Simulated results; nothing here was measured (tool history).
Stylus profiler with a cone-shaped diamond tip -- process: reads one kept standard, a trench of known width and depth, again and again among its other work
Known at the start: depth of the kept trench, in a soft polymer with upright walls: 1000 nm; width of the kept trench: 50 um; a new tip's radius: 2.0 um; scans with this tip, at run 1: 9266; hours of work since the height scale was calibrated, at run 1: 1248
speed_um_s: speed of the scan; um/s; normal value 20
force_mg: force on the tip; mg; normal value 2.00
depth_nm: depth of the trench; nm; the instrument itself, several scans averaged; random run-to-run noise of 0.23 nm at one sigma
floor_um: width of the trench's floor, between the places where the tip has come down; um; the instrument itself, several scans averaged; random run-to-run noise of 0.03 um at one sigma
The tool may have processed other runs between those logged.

run    hour  speed_um_s  force_mg  scans with this tip  hours of work since the height scale was calibrated  depth_nm  floor_um
  1     0.0          20      2.00                 9266                                                 1248   1004.61     45.10
  2    33.8          20      2.00                 9458                                                 1274   1004.40     45.06
  3    57.4          14      2.00                 9592                                                 1292   1004.52     45.07
  4    81.7          51      2.00                 9729                                                 1310   1004.17     44.98
  5   128.2          51      3.25                 9993                                                 1346   1008.08     45.00
  6   167.0          20      2.00                10212                                                 1375   1004.32     45.03
  7   220.5          20      2.00                10516                                                 1416   1003.85     44.98
  8   249.6           8      2.00                10681                                                 1438   1004.21     45.02
  9   288.3           8      2.00                10900                                                 1468   1003.72     45.00
 10   338.1          48      2.00                11182                                                 1506   1003.85     44.81
 11   395.4          20      1.15                11507                                                 1550   1000.96     44.80
 12   454.4          20      0.76                11841                                                 1595    999.12     44.75
      458.5  -- height scale calibrated on a step standard
 13   484.5          20      2.00                12009                                                   20    999.97     44.83
 14   518.5          20      2.00                12202                                                   46   1000.02     44.79
 15   569.9          20      0.79                12493                                                   85    994.92     44.72
 16   617.6          20      2.00                12763                                                  121    999.26     44.76
      657.9  -- height scale calibrated on a step standard, once more
 17   660.9          20      2.00                13006                                                    2   1008.92     44.70
 18   685.5          20      2.41                13146                                                   21   1010.46     44.69
 19   712.2          31      1.24                13297                                                   41   1006.32     44.64
 20   757.6          72      0.67                13554                                                   76   1004.17     44.31
 21   801.3          18      2.98                13802                                                  109   1011.51     44.67
 22   832.5          30      2.00                13978                                                  133   1008.63     44.57
 23   860.2           8      1.58                14136                                                  154   1007.13     44.59
 24   886.2          16      2.77                14283                                                  174   1010.50     44.60
 25   938.8           7      1.88                14581                                                  214   1007.82     44.58
 26   986.1          32      2.00                14849                                                  250   1008.25     44.48
 27  1039.0          26      2.00                15149                                                  291   1007.85     44.46
 28  1080.6          26      2.00                15385                                                  323   1008.01     44.48
 29  1136.7           6      1.33                15703                                                  365   1005.97     44.46
 30  1171.6          54      1.85                15900                                                  392   1007.07     44.29
 31  1214.3          54      1.85                16143                                                  425   1007.25     44.26
 32  1243.2          24      1.85                16306                                                  447   1007.05     44.36
 33  1269.4          24      4.78                16455                                                  467   1014.76     44.37
 34  1305.2          20      5.25                16658                                                  494   1015.46     44.33
 35  1356.3          20      5.25                16947                                                  533   1015.53     44.32
 36  1387.1          24      5.57                17122                                                  556   1016.19     44.25

Measured minus without-hidden-state, run by run (identical run-to-run variation in each term; gauge scatter may differ):
The tool's hidden condition here consists of: radius of the tip, um; height scale over the true one, %; drift of the gauge itself on depth_nm, %; drift of the gauge itself on floor_um, %.
run  depth_nm  floor_um
  1     -4.29     -1.33
  2     -4.36     -1.36
  3     -4.43     -1.38
  4     -4.48     -1.39
  5     -4.60     -1.43
  6     -4.67     -1.45
  7     -4.81     -1.49
  8     -4.88     -1.51
  9     -4.98     -1.52
 10     -5.10     -1.56
 11     -5.22     -1.60
 12     -5.37     -1.63
 13     -9.23     -1.66
 14     -9.32     -1.68
 15     -9.39     -1.71
 16     -9.55     -1.74
 17     +0.15     -1.76
 18     +0.08     -1.77
 19     +0.02     -1.79
 20     -0.11     -1.82
 21     -0.21     -1.85
 22     -0.30     -1.86
 23     -0.36     -1.88
 24     -0.42     -1.89
 25     -0.55     -1.92
 26     -0.67     -1.95
 27     -0.81     -1.98
 28     -0.90     -2.00
 29     -1.05     -2.04
 30     -1.13     -2.06
 31     -1.23     -2.08
 32     -1.31     -2.10
 33     -1.38     -2.11
 34     -1.47     -2.13
 35     -1.59     -2.16
 36     -1.68     -2.17
